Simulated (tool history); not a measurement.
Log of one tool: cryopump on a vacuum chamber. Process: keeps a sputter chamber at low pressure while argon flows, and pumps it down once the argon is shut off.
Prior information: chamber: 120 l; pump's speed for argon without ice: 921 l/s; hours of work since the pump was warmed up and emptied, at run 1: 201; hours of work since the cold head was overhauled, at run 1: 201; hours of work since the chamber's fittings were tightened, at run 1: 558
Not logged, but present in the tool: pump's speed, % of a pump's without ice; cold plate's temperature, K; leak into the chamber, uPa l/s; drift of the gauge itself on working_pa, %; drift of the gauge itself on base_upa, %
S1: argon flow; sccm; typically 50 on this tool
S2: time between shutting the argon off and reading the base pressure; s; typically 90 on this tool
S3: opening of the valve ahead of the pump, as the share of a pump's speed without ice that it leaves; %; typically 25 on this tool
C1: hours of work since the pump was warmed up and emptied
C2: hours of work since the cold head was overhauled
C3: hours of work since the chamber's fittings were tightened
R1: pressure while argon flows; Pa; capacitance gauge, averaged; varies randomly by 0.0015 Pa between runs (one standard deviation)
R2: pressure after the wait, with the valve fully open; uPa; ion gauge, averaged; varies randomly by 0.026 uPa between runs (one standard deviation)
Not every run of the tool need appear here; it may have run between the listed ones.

run,hour,S1,S2,S3,C1,C2,C3,R1,R2
1,0,50,90,25,201,201,558,0.3724,1.95
2,28.3,50,90,25,213,213,570,0.3734,1.92
3,63,64,90,25,227,227,584,0.477,1.92
4,87.5,50,41,25,237,237,594,0.3718,3.66
5,104.2,50,90,25,244,244,601,0.3751,1.95
6,124.6,50,71,25,252,252,609,0.375,2.31
7,140.4,50,71,25,258,258,616,0.375,2.29
8,174.3,50,71,25,272,272,630,0.3729,2.36
9,202.4,50,90,16,284,284,641,0.5784,1.96
10,219.5,50,90,25,291,291,648,0.3773,1.93
11,244.7,50,90,25,301,301,658,0.374,1.98
12,278.5,50,90,25,315,315,672,0.3766,1.98
13,307.9,50,91,20,327,327,684,0.4687,1.97
14,341.7,34,113,31,341,341,698,0.2064,1.69
15,366.9,66,163,19,351,351,708,0.6498,1.29
16,398.8,50,269,43,364,364,721,0.223,1
17,419,78,70,23,372,372,730,0.6394,2.39
18,454.9,78,70,23,387,387,744,0.6342,2.42
19,482.2,42,90,25,398,398,755,0.3166,1.96
20,500,21,90,27,405,405,763,0.1483,1.99
21,524.9,31,23,24,416,416,773,0.2452,6.28
22,549.7,31,23,24,426,426,783,0.2436,6.17
23,567.2,60,48,18,433,433,790,0.627,3.23
24,594.9,60,48,18,444,444,801,0.6234,3.23

5 ways to go on from here, each from the tool as it stands after run 24. What would each give?
A,624.5,26,48,18,456,456,813,?,?
B,624.5,59,22,34,456,456,813,?,?
C,624.5,67,90,25,456,456,813,?,?
D,624.5,60,48,36,456,456,813,?,?
E,624.5,96,56,25,456,456,813,?,?

run,R1,R2
A,0.2707,3.26
B,0.3333,6.4
C,0.5106,1.93
D,0.3198,3.27
E,0.7271,2.86
What these runs would have given with no unlogged condition in the tool:
run,R1,R2
A,0.2642,3.04
B,0.3186,6.19
C,0.4938,1.73
D,0.3048,3.06
E,0.7031,2.65
